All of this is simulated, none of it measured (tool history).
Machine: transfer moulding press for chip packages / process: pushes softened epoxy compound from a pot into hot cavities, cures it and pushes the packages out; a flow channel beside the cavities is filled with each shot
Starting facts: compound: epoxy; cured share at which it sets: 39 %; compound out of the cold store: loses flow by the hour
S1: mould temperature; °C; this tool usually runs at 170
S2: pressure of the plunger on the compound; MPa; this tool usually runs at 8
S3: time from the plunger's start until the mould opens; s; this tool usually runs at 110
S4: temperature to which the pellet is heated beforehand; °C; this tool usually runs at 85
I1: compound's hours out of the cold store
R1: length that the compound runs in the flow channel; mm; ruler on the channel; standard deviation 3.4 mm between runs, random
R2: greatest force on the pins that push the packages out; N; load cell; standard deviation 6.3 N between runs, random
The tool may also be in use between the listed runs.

run 1 hour=0 | S1=170 S2=8 S3=110 S4=85 | I1=39.9 | R1=593 R2=272
run 2 hour=35.5 | S1=170 S2=8 S3=110 S4=85 | I1=27.1 | R1=622 R2=372
run 3 hour=58 | S1=170 S2=8 S3=110 S4=85 | I1=37.8 | R1=595 R2=414
run 4 hour=87.4 | S1=170 S2=8 S3=110 S4=85 | I1=41.1 | R1=583 R2=449
-- hour=110.8 cavities cleaned with cleaning compound and waxed
run 5 hour=126.6 | S1=170 S2=8 S3=110 S4=85 | I1=16.7 | R1=639 R2=577
run 6 hour=157.6 | S1=170 S2=8 S3=110 S4=85 | I1=9 | R1=660 R2=585
run 7 hour=180.7 | S1=170 S2=8 S3=110 S4=85 | I1=40.2 | R1=580 R2=521
run 8 hour=197.4 | S1=170 S2=8 S3=110 S4=85 | I1=19.1 | R1=635 R2=575
-- hour=223.3 cavities cleaned with cleaning compound and waxed, once more
run 9 hour=226.3 | S1=170 S2=8 S3=110 S4=80 | I1=23.8 | R1=617 R2=261
run 10 hour=247.8 | S1=170 S2=8 S3=110 S4=80 | I1=39.6 | R1=576 R2=326
run 11 hour=278.3 | S1=170 S2=8 S3=129 S4=85 | I1=14.5 | R1=638 R2=328
run 12 hour=297 | S1=170 S2=8 S3=110 S4=85 | I1=17.3 | R1=626 R2=421
run 13 hour=313.7 | S1=170 S2=8 S3=110 S4=85 | I1=32.8 | R1=584 R2=459
run 14 hour=334.5 | S1=170 S2=8 S3=110 S4=85 | I1=13.9 | R1=631 R2=468
-- hour=347.4 cavities cleaned with cleaning compound and waxed
-- hour=361.2 plunger's sealing rings changed
run 15 hour=376.5 | S1=165 S2=6.53 S3=120 S4=90 | I1=21.1 | R1=611 R2=396
run 16 hour=413.4 | S1=169 S2=6.53 S3=120 S4=90 | I1=18.2 | R1=597 R2=381
run 17 hour=436.2 | S1=165 S2=8 S3=122 S4=81 | I1=28.1 | R1=648 R2=512
run 18 hour=465.1 | S1=172 S2=6.31 S3=114 S4=84 | I1=43 | R1=520 R2=404
-- hour=472.9 cavities cleaned with cleaning compound and waxed
run 19 hour=495.5 | S1=172 S2=6.31 S3=104 S4=78 | I1=28.2 | R1=546 R2=316
-- hour=519.4 mould's thermocouples calibrated
run 20 hour=537.3 | S1=172 S2=6.31 S3=133 S4=78 | I1=46 | R1=510 R2=322
run 21 hour=554 | S1=172 S2=6.31 S3=133 S4=77 | I1=45.4 | R1=512 R2=352
run 22 hour=589.6 | S1=172 S2=6.31 S3=133 S4=77 | I1=20.2 | R1=562 R2=386
-- hour=597.6 cavities cleaned with cleaning compound and waxed
run 23 hour=627 | S1=172 S2=8.86 S3=99 S4=77 | I1=31.5 | R1=627 R2=361
run 24 hour=661.1 | S1=165 S2=8 S3=126 S4=90 | I1=14.7 | R1=668 R2=437
run 25 hour=692.4 | S1=165 S2=9.82 S3=126 S4=89 | I1=29.8 | R1=696 R2=472
-- hour=722 cavities cleaned with cleaning compound and waxed
run 26 hour=724.1 | S1=165 S2=9.82 S3=126 S4=89 | I1=21.8 | R1=708 R2=260
run 27 hour=762.9 | S1=165 S2=9.82 S3=126 S4=89 | I1=38.8 | R1=665 R2=356
run 28 hour=780.1 | S1=165 S2=9.82 S3=126 S4=89 | I1=27.5 | R1=695 R2=415

What if the next run were any one of these 4? Each begins from the tool's condition after run 28:
run A hour=812.9 | S1=165 S2=9.82 S3=126 S4=78 | I1=27.9 | R1=? R2=?
run B hour=812.9 | S1=170 S2=8 S3=114 S4=85 | I1=13.3 | R1=? R2=?
run C hour=812.9 | S1=168 S2=9.82 S3=126 S4=79 | I1=37.8 | R1=? R2=?
run D hour=812.9 | S1=176 S2=9.82 S3=126 S4=89 | I1=32.4 | R1=? R2=?

run=A R1=688 R2=466
run=B R1=649 R2=430
run=C R1=649 R2=410
run=D R1=634 R2=346
Had the tool no hidden state, the same runs would have come out as:
run=A R1=727 R2=245
run=B R1=685 R2=228
run=C R1=686 R2=221
run=D R1=670 R2=182
